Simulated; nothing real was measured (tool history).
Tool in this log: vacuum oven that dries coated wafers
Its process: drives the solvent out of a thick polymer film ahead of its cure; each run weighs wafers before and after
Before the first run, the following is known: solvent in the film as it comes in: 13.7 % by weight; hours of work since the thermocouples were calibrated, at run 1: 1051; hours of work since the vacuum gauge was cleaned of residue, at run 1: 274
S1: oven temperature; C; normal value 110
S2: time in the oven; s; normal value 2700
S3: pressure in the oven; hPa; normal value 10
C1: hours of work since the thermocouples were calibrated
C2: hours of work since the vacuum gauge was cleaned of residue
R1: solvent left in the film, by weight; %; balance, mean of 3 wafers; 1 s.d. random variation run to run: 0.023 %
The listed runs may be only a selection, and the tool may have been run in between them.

| run | hour | S1 | S2 | S3 | C1 | C2 | R1 |
|---|---|---|---|---|---|---|---|
| 1 | 0 | 110 | 2700 | 10 | 1051 | 274 | 1.84 |
| 2 | 7.8 | 110 | 1560 | 10 | 1055 | 278 | 3.81 |
| 3 | 20.3 | 110 | 1560 | 10 | 1061 | 284 | 3.86 |
| 4 | 27.2 | 110 | 1560 | 10 | 1064 | 287 | 3.8 |
| 5 | 42.1 | 119 | 1560 | 10 | 1071 | 294 | 2.24 |
| 6 | 55.2 | 102 | 1560 | 10 | 1078 | 301 | 5.34 |
| 7 | 62.6 | 110 | 2700 | 10 | 1081 | 304 | 1.8 |
| 8 | 75.3 | 118 | 2700 | 10 | 1088 | 310 | 0.88 |
| 9 | 82.6 | 118 | 2700 | 10 | 1091 | 314 | 0.88 |
| 10 | 97.5 | 118 | 2700 | 10 | 1098 | 321 | 0.86 |
| 11 | 104.8 | 118 | 2700 | 10 | 1102 | 325 | 0.91 |
| 12 | 113.6 | 110 | 2700 | 10 | 1106 | 329 | 1.78 |
| 13 | 122.5 | 110 | 2700 | 10 | 1110 | 333 | 1.87 |
| 14 | 135.9 | 110 | 1500 | 10 | 1117 | 340 | 4 |
| 15 | 150.5 | 110 | 2700 | 10 | 1124 | 347 | 1.79 |
| 16 | 159 | 110 | 2700 | 10 | 1128 | 351 | 1.84 |
| 17 | 170.9 | 110 | 2700 | 10 | 1134 | 357 | 1.84 |
| 18 | 183 | 110 | 2700 | 10 | 1140 | 363 | 1.83 |
| 19 | 194.7 | 110 | 2700 | 10 | 1146 | 368 | 1.86 |
| 20 | 201.2 | 100 | 2700 | 6.2 | 1149 | 372 | 3.46 |
| 21 | 208.8 | 100 | 2700 | 6.2 | 1152 | 375 | 3.42 |
| 22 | 217.8 | 100 | 2700 | 36.1 | 1157 | 380 | 4.2 |
| 23 | 227.8 | 99 | 2700 | 38.7 | 1162 | 384 | 4.46 |
| 24 | 237 | 97 | 3960 | 14.7 | 1166 | 389 | 2.82 |
| 25 | 251.2 | 114 | 3960 | 14.7 | 1173 | 396 | 0.64 |
| 26 | 260.4 | 114 | 3240 | 14.7 | 1177 | 400 | 1.01 |
| 27 | 268.6 | 119 | 3240 | 24.2 | 1181 | 404 | 0.77 |

What does the tool deliver on the next run?
| 28 | 283 | 120 | 2820 | 8.9 | 1188 | 411 | ? |

For run 28 the tool returned R1 0.63 %.
With no hidden state in the tool, this same run would have given R1 0.63 %.
